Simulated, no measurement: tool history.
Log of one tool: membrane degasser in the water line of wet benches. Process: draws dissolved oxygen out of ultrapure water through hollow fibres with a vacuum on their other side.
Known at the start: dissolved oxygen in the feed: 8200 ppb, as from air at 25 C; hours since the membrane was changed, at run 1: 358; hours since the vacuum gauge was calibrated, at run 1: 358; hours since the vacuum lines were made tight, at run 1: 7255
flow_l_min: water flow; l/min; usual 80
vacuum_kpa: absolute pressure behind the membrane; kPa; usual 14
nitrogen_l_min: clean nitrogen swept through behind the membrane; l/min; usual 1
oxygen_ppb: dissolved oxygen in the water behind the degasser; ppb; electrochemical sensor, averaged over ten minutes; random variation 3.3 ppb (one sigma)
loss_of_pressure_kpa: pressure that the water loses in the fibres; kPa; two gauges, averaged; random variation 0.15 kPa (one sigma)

| run | hour | flow_l_min | vacuum_kpa | nitrogen_l_min | hours since the membrane was changed | hours since the vacuum gauge was calibrated | hours since the vacuum lines were made tight | oxygen_ppb | loss_of_pressure_kpa |
|---|---|---|---|---|---|---|---|---|---|
| 1 | 0 | 80 | 14 | 1 | 358 | 358 | 7255 | 1332.3 | 35.24 |
| 2 | 43.6 | 80 | 14 | 1 | 402 | 402 | 7299 | 1329.8 | 35.24 |
| 3 | 91.6 | 80 | 14 | 1 | 450 | 450 | 7347 | 1330.6 | 35.09 |
| 4 | 123.2 | 80 | 14 | 1 | 481 | 481 | 7378 | 1340 | 35.36 |
| 5 | 171.2 | 80 | 14 | 1 | 529 | 529 | 7426 | 1337.5 | 35.21 |
| 6 | 198.3 | 80 | 14 | 1 | 556 | 556 | 7453 | 1338.4 | 34.98 |
| 7 | 235.1 | 80 | 14 | 1 | 593 | 593 | 7490 | 1329.9 | 35.24 |
| 8 | 285.6 | 80 | 14 | 2.87 | 644 | 644 | 7541 | 665.4 | 35.39 |
| 9 | 307.7 | 54 | 14 | 1 | 666 | 666 | 7563 | 1023.7 | 23.65 |
| 10 | 346.9 | 54 | 14 | 1 | 705 | 705 | 7602 | 1023.3 | 23.7 |
| 11 | 368.3 | 54 | 14 | 1 | 726 | 726 | 7623 | 1023.9 | 23.74 |
| 12 | 401.1 | 54 | 14 | 1 | 759 | 759 | 7656 | 1019.5 | 23.75 |
| 13 | 435.5 | 54 | 14 | 1 | 793 | 793 | 7691 | 1021.1 | 23.84 |
| 14 | 474.1 | 54 | 14 | 1 | 832 | 832 | 7729 | 1023.7 | 24.02 |
| 15 | 512.8 | 54 | 14 | 1 | 871 | 871 | 7768 | 1023 | 23.88 |
| 16 | 562.7 | 54 | 14 | 1 | 921 | 921 | 7818 | 1022.1 | 23.95 |
| 17 | 606.6 | 80 | 14 | 1 | 965 | 965 | 7862 | 1332.6 | 35.3 |
| 18 | 628.9 | 80 | 14 | 1 | 987 | 987 | 7884 | 1331 | 35.49 |
| 19 | 658.5 | 83 | 10.1 | 1 | 1017 | 1017 | 7914 | 939.4 | 36.81 |
| 20 | 700.2 | 78 | 16.6 | 1.31 | 1058 | 1058 | 7955 | 1342.7 | 34.48 |
| 21 | 735.3 | 78 | 16.6 | 1.31 | 1093 | 1093 | 7990 | 1340.1 | 34.45 |
| 22 | 757 | 54 | 9.1 | 1 | 1115 | 1115 | 8012 | 606.8 | 23.93 |
| 23 | 784.2 | 54 | 9.1 | 1 | 1142 | 1142 | 8039 | 603 | 24.03 |
| 24 | 808.4 | 88 | 9.2 | 1 | 1166 | 1166 | 8064 | 869 | 39.22 |

The next listed run, before its measurement:
| 25 | 833 | 80 | 14 | 2.12 | 1191 | 1191 | 8088 | ? | ? |

{"run 25": {"oxygen_ppb": 831.3, "loss_of_pressure_kpa": 35.52}}
Without the tool's hidden state the same run would have given oxygen_ppb 820.8 ppb, loss_of_pressure_kpa 35.3 kPa.
